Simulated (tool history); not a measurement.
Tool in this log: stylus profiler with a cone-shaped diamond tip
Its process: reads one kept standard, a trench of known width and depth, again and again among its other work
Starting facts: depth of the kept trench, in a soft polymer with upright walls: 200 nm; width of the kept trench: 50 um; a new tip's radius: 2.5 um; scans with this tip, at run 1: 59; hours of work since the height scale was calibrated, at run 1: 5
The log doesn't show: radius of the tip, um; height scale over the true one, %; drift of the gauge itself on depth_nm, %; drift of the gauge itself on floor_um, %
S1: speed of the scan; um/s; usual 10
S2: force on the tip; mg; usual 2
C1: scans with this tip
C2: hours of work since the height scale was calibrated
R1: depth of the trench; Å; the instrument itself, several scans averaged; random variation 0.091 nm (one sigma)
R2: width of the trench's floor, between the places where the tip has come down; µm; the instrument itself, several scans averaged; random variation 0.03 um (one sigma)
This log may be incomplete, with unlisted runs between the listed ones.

run,day,S1,S2,C1,C2,R1,R2
1,0,10,2,59,5,2028.7,47.99
2,0.317,10,2,129,11,2026.8,48
3,0.979,10,2,276,23,2027.7,47.97
4,1.388,10,1.23,367,30,2022.3,47.98
5,1.929,10,1.23,487,40,2020.8,47.92
6,2.425,10,2,597,49,2027.9,47.92
7,2.842,10,2,690,57,2028,47.92
8,3.275,10,2,786,65,2027.4,47.95
9,3.938,10,2,933,77,2028.3,47.92
10,4.542,10,3.86,1067,88,2044.7,47.93
11,4.896,10,5.45,1146,95,2056,47.94
12,5.442,10,5.45,1267,105,2055.8,47.87
# day 5.496: height scale calibrated on a step standard
13,5.988,4,0.7,1383,9,2015.3,47.92
14,6.325,4,0.7,1458,15,2015.6,47.93
15,6.654,10,1.09,1531,21,2019.2,47.88
16,7.1,10,1.09,1630,30,2019.2,47.9
17,7.842,10,0.96,1795,43,2018.6,47.88
18,8.458,8,1.12,1931,54,2021.2,47.91
# day 8.746: height scale calibrated on a step standard, once more
19,9.125,9,0.8,2075,7,2014.5,47.87
20,9.746,2,2.23,2213,18,2028.4,47.87
21,10.154,10,4.13,2303,26,2044.6,47.89
22,10.846,5,1.06,2457,39,2017.4,47.87
23,11.388,7,3.04,2577,49,2037.6,47.82
24,12.083,7,4.82,2732,61,2049.6,47.86

Run by run, hidden condition taken away, random variation retained:
run,R1,R2
1,2029.3,48.03
2,2027.3,48.04
3,2028.1,48.02
4,2022.7,48.04
5,2021,47.99
6,2028.1,47.99
7,2028.1,48
8,2027.4,48.03
9,2028.2,48.02
10,2044.5,48.03
11,2055.8,48.04
12,2055.4,47.98
13,2014.7,48.03
14,2015,48.05
15,2018.5,48.01
16,2018.4,48.03
17,2017.7,48.02
18,2020.1,48.05
19,2015.2,48.02
20,2029,48.03
21,2045.2,48.05
22,2017.8,48.04
23,2037.9,48
24,2049.9,48.04

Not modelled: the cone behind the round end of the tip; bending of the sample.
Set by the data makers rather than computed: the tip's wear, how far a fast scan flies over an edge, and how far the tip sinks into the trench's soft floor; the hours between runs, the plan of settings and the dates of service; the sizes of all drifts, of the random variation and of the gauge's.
